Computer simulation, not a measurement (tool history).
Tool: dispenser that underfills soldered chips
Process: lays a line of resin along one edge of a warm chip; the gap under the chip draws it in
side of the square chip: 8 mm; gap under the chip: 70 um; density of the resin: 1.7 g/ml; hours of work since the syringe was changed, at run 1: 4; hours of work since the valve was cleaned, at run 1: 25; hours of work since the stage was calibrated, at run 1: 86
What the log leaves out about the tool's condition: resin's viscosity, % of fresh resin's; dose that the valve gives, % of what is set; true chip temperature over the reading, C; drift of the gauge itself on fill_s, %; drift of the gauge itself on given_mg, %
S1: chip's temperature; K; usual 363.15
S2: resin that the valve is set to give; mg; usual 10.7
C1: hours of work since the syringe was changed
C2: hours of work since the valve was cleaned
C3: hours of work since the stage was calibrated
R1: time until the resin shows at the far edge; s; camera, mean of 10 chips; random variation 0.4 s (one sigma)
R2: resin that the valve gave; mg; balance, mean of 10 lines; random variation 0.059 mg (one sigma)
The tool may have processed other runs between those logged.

run,hour,S1,S2,C1,C2,C3,R1,R2
1,0.0,363.15,10.7,4,25,86,34.8,10.45
# hour 2.3: new syringe of resin
# hour 10.3: new syringe of resin
2,13.8,363.15,10.7,3,35,96,31.3,10.34
# hour 18.1: new syringe of resin
# hour 26.3: new syringe of resin
3,27.3,363.15,10.7,1,45,106,27.0,10.32
# hour 34.2: new syringe of resin
4,41.0,363.15,13.6,5,55,116,37.5,13.06
# hour 42.1: new syringe of resin
# hour 49.9: new syringe of resin
5,51.7,363.15,13.6,1,63,124,27.6,12.96
# hour 57.7: new syringe of resin
6,60.9,363.15,13.6,3,70,131,30.2,12.80
# hour 65.9: new syringe of resin
7,69.0,363.15,13.6,2,76,137,29.9,12.76
# hour 74.0: new syringe of resin
8,75.9,363.15,13.6,1,81,142,27.9,12.56
# hour 82.2: new syringe of resin
# hour 84.6: dispensing valve cleaned and set on the balance
9,87.6,363.15,13.6,3,2,150,32.3,13.65
# hour 90.8: new syringe of resin
10,94.8,363.15,13.6,3,8,155,30.8,13.66
# hour 99.3: new syringe of resin
# hour 107.2: new syringe of resin
11,107.2,363.15,12.3,0,17,164,24.6,12.18
# hour 114.9: new syringe of resin
12,117.1,355.15,13.2,2,24,172,34.7,12.91
# hour 123.6: new syringe of resin
# hour 131.4: new syringe of resin
13,132.2,351.15,10.9,1,35,183,37.1,10.55
# hour 139.5: new syringe of resin
14,139.5,371.15,13.7,0,41,188,18.4,13.30
# hour 147.5: new syringe of resin
15,147.5,358.15,12.9,0,47,194,27.6,12.43
# hour 156.2: new syringe of resin
16,160.1,358.15,12.9,3,56,204,35.4,12.35
# hour 164.2: new syringe of resin
# hour 171.8: new syringe of resin
17,175.0,371.15,12.3,3,67,215,24.6,11.72
# hour 179.5: new syringe of resin
# hour 187.5: new syringe of resin
18,191.2,371.15,12.3,3,79,227,24.3,11.53
# hour 196.1: new syringe of resin
19,199.0,356.15,11.8,2,85,233,35.2,10.94
# hour 201.9: dispensing valve cleaned and set on the balance
# hour 206.0: new syringe of resin
# hour 213.7: new syringe of resin
20,213.9,363.15,11.7,0,9,243,25.3,11.72
# hour 222.4: new syringe of resin
21,227.0,363.15,11.7,4,19,253,31.7,11.54

Branching from run 21: 5 alternative next runs. What would each branch give?
# hour 230.2: new syringe of resin
A,236.7,367.15,10.7,5,26,260,?,?
# hour 230.2: new syringe of resin
B,236.7,373.15,10.9,5,26,260,?,?
# hour 230.2: new syringe of resin
C,236.7,364.15,9.4,5,26,260,?,?
# hour 230.2: new syringe of resin
D,236.7,362.15,11.7,5,26,260,?,?
# hour 230.2: new syringe of resin
E,236.7,358.15,9.4,5,26,260,?,?

run,R1,R2
A,32.2,10.49
B,28.5,10.59
C,37.8,9.20
D,36.6,11.43
E,43.5,9.26
Stripped of hidden state, with their random variation kept, the same runs would have yielded:
run,R1,R2
A,22.7,10.72
B,20.4,10.83
C,27.0,9.41
D,26.2,11.68
E,30.9,9.46

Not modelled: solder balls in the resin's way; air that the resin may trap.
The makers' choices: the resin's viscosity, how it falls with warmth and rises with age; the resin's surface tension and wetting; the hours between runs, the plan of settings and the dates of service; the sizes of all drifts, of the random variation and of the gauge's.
